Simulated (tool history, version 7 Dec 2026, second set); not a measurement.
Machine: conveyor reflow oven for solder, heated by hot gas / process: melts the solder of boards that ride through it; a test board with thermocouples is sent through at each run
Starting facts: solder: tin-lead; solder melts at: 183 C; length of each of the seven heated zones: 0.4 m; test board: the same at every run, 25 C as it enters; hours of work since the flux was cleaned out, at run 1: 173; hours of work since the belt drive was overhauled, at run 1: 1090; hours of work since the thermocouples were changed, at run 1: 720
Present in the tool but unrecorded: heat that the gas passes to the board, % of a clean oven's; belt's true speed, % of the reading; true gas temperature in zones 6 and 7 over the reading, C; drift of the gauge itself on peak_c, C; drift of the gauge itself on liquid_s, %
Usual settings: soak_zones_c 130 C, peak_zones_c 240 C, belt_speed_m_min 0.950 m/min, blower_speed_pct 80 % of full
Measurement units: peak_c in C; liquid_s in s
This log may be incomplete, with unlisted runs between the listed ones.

run	day	soak_zones_c	peak_zones_c	belt_speed_m_min	blower_speed_pct	hours of work since the flux was cleaned out	hours of work since the belt drive was overhauled	hours of work since the thermocouples were changed	peak_c	liquid_s
1	0.000	130	240	0.950	80	173	1090	720	221.1	39.19
2	2.662	139	240	0.950	80	203	1120	750	222.0	41.77
3	5.879	139	240	0.950	80	239	1157	786	221.5	41.54
# day 7.208: flux residue cleaned out of gas plates and filters
4	8.467	130	231	0.950	80	14	1183	813	210.5	33.42
5	10.329	123	240	0.950	80	35	1204	834	217.1	35.74
6	12.071	130	236	0.950	80	55	1224	853	214.6	35.95
7	15.583	130	236	0.950	80	94	1263	893	214.0	35.58
8	17.371	130	236	0.950	80	114	1284	913	214.0	35.64
# day 19.142: flux residue cleaned out of gas plates and filters, once more
9	19.367	130	240	0.776	80	3	1304	933	227.4	53.16
# day 20.171: thermocouples of zones 6 and 7 changed
10	21.946	130	240	0.950	80	31	1332	20	224.2	41.14
11	25.483	130	240	0.950	80	70	1372	60	223.8	41.09
12	28.442	130	240	0.950	74	104	1405	93	222.5	40.54
13	31.162	130	240	0.950	74	134	1436	124	222.4	40.43
14	34.496	130	240	0.950	80	172	1473	161	223.0	40.77
15	36.383	130	240	0.818	80	193	1494	182	227.4	50.08
16	39.204	116	250	1.016	80	225	1526	214	226.4	36.80
# day 40.242: belt drive overhauled, speed set with a stopwatch
17	41.583	116	250	1.114	80	250	15	239	219.9	29.03
# day 42.092: flux residue cleaned out of gas plates and filters
18	45.004	116	250	1.114	80	33	51	275	222.3	30.15
19	46.842	133	240	1.114	80	53	72	296	217.1	30.83
20	48.454	133	240	1.114	80	72	90	314	216.8	30.72
21	51.875	134	249	1.114	80	110	129	353	224.5	34.25
22	54.958	141	249	1.118	80	145	163	387	225.5	35.88
23	56.675	129	233	0.907	71	164	183	407	215.2	36.85
24	58.712	129	233	1.068	71	187	206	430	209.0	27.02
25	62.158	129	233	1.068	71	226	244	468	208.7	26.80
# day 64.683: flux residue cleaned out of gas plates and filters
26	65.904	120	233	1.068	55	14	284	508	205.0	22.59
27	68.171	126	251	0.786	65	39	310	534	235.7	52.91
28	70.817	130	240	0.950	53	69	340	564	216.6	35.92
29	72.675	130	240	0.950	53	90	360	585	216.8	35.58
30	75.717	120	238	0.997	88	124	395	619	217.1	33.08

Per-run results on a tool with no hidden state, each run keeping its own random variation:
run	peak_c	liquid_s
1	223.6	39.23
2	224.8	41.70
3	224.6	41.59
4	214.9	35.27
5	222.1	37.29
6	219.6	37.61
7	219.4	37.46
8	219.5	37.62
9	229.1	51.74
10	223.2	39.08
11	223.2	39.18
12	222.1	38.71
13	222.3	38.71
14	223.3	39.20
15	227.9	48.16
16	227.3	35.56
17	223.3	30.62
18	223.3	30.55
19	218.2	31.33
20	218.1	31.30
21	226.3	34.84
22	227.5	36.51
23	217.1	37.91
24	211.3	28.40
25	211.3	28.42
26	205.7	22.92
27	236.9	52.92
28	217.9	36.31
29	218.3	36.06
30	219.2	33.82

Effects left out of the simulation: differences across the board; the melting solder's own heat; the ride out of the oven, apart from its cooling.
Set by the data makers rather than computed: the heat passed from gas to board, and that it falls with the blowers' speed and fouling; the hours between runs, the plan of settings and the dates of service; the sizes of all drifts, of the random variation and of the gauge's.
